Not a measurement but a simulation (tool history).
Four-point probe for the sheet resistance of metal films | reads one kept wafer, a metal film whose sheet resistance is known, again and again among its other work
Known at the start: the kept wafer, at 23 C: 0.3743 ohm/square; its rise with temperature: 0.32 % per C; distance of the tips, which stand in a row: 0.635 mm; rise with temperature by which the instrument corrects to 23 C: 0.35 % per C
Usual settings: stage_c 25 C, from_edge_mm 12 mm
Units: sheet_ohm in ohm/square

run	hour	stage_c	from_edge_mm	sheet_ohm
1	0	25	12	0.377993
2	27.6	25	12	0.377991
3	51.4	25	9	0.37839
4	80.8	25	9	0.37831
5	96.5	25	9	0.378601
6	119.6	25	9	0.378257
7	138.6	29	12	0.37763
8	169.1	29	12	0.377558
9	187.5	29	12	0.377799
10	226.2	29	12	0.377754
11	252.3	25	17	0.37776
12	285.2	25	42	0.377542
13	303	25	12	0.378193
14	333.1	25	12	0.37806
15	367.3	24	12	0.378143
16	404.7	24	12	0.378186
17	433.8	24	12	0.378212
18	450.5	25	12	0.378009
19	480.6	25	12	0.3781
20	496.2	25	12	0.37822
21	524.2	25	12	0.378194
22	557.9	29	12	0.377757
23	575.7	20	31	0.378225
24	613.1	20	31	0.378169
25	649	27	4	0.382393
26	673.1	32	9	0.378145
27	694.8	25	20	0.377867
28	726.5	23	12	0.378401
29	754.3	25	22	0.377945
30	787.3	25	14	0.378112
31	804.5	25	14	0.378101
32	824.9	25	14	0.378127
33	862.3	25	14	0.377992
34	878.8	25	14	0.378188
35	895.7	33	59	0.37709
36	927.7	33	59	0.376957
37	956.7	33	59	0.377045
38	974.1	28	24	0.377589
39	993.5	28	24	0.377568
40	1029.6	28	3	0.386317
41	1058.2	30	11	0.37804
42	1074.8	30	6	0.379523
43	1095.2	32	3	0.385966
44	1133.8	32	3	0.386098

4 ways to go on from here, each from the tool as it stands after run 44. What would each give?
A	1168.9	21	27	?
B	1168.9	25	65	?
C	1168.9	22	56	?
D	1168.9	27	16	?

run	sheet_ohm
A	0.378261
B	0.377802
C	0.378067
D	0.378016
Without the tool's hidden state the same runs would have given:
run	sheet_ohm
A	0.374564
B	0.374098
C	0.374369
D	0.374305

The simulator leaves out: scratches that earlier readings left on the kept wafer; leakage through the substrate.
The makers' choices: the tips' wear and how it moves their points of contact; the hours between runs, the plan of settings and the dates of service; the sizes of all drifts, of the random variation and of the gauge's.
